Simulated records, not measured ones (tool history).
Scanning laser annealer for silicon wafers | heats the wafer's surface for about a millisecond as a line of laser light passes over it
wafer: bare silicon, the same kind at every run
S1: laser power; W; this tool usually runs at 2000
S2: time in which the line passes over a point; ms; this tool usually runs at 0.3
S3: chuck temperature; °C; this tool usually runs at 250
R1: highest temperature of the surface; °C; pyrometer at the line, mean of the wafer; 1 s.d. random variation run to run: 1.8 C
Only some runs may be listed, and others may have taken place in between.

run,hour,S1,S2,S3,R1
1,0,2000,0.3,250,992
2,7.1,2000,0.32,250,1014
3,14,2000,0.3,250,987
4,21.8,2000,0.3,250,993
5,32.1,2000,0.3,250,991
6,44.1,1961,0.3,250,976
7,49.9,1961,0.276,250,946
8,60.8,1961,0.276,250,949
9,67.5,1858,0.276,250,912
10,77,1858,0.276,250,909
11,86.5,2000,0.299,250,987
12,94.5,2000,0.299,250,985
13,102,2000,0.299,250,985
14,112.8,2000,0.299,250,985
15,119.9,2000,0.299,250,984
16,132.4,2000,0.299,250,986
17,140.1,2000,0.299,250,982
18,153.1,2000,0.299,250,986
19,159.5,2000,0.299,250,983
20,167.2,2000,0.299,250,984
21,180.4,2000,0.278,250,957
22,188.4,2197,0.362,253,1135
23,195.4,1789,0.34,254,962
24,209.2,1789,0.34,254,959
25,218.5,1994,0.3,250,982
26,224.4,1994,0.3,250,980
27,231.5,1994,0.3,250,979
28,237.9,2141,0.3,250,1028
29,244.2,1951,0.26,284,951
30,254.1,1951,0.26,284,955
31,267.3,1951,0.26,284,953
32,274.1,1951,0.228,284,913
33,288,1854,0.228,284,883
34,295.9,1854,0.228,284,881
35,304.4,1804,0.214,254,818
36,317.8,1804,0.214,254,815
37,328.5,2000,0.238,245,895
38,337.6,2124,0.225,250,917
39,350,1854,0.21,273,843
40,364.2,1737,0.223,242,795
41,378.6,1860,0.223,242,831

Some steps in R1, run to run, broken into two amounts with sign: the step expected even without the hidden condition (settings, incoming material, random variation), and the rest, left for the hidden condition together with whatever gauge scatter is not in both the measured and the hidden-condition-free result:
Unlogged tool condition in this case: light that passes the window, % of a clean one's; laser's true power over the reading, %; width of the line over the set one, %; drift of the gauge itself on peak_c, C.
Run 21 -> 22: S1 2000 -> 2197, S2 0.278 -> 0.362, S3 250 -> 253. R1 +178 °C: hidden state -6, all else +184.
Run 22 -> 23: S1 2197 -> 1789, S2 0.362 -> 0.34, S3 253 -> 254. R1 -173 °C: hidden state +6, all else -179.
Run 36 -> 37: S1 1804 -> 2000, S2 0.214 -> 0.238, S3 254 -> 245. R1 +80 °C: hidden state -3, all else +83.
Run 38 -> 39: S1 2124 -> 1854, S2 0.225 -> 0.21, S3 250 -> 273. R1 -74 °C: hidden state +5, all else -79.
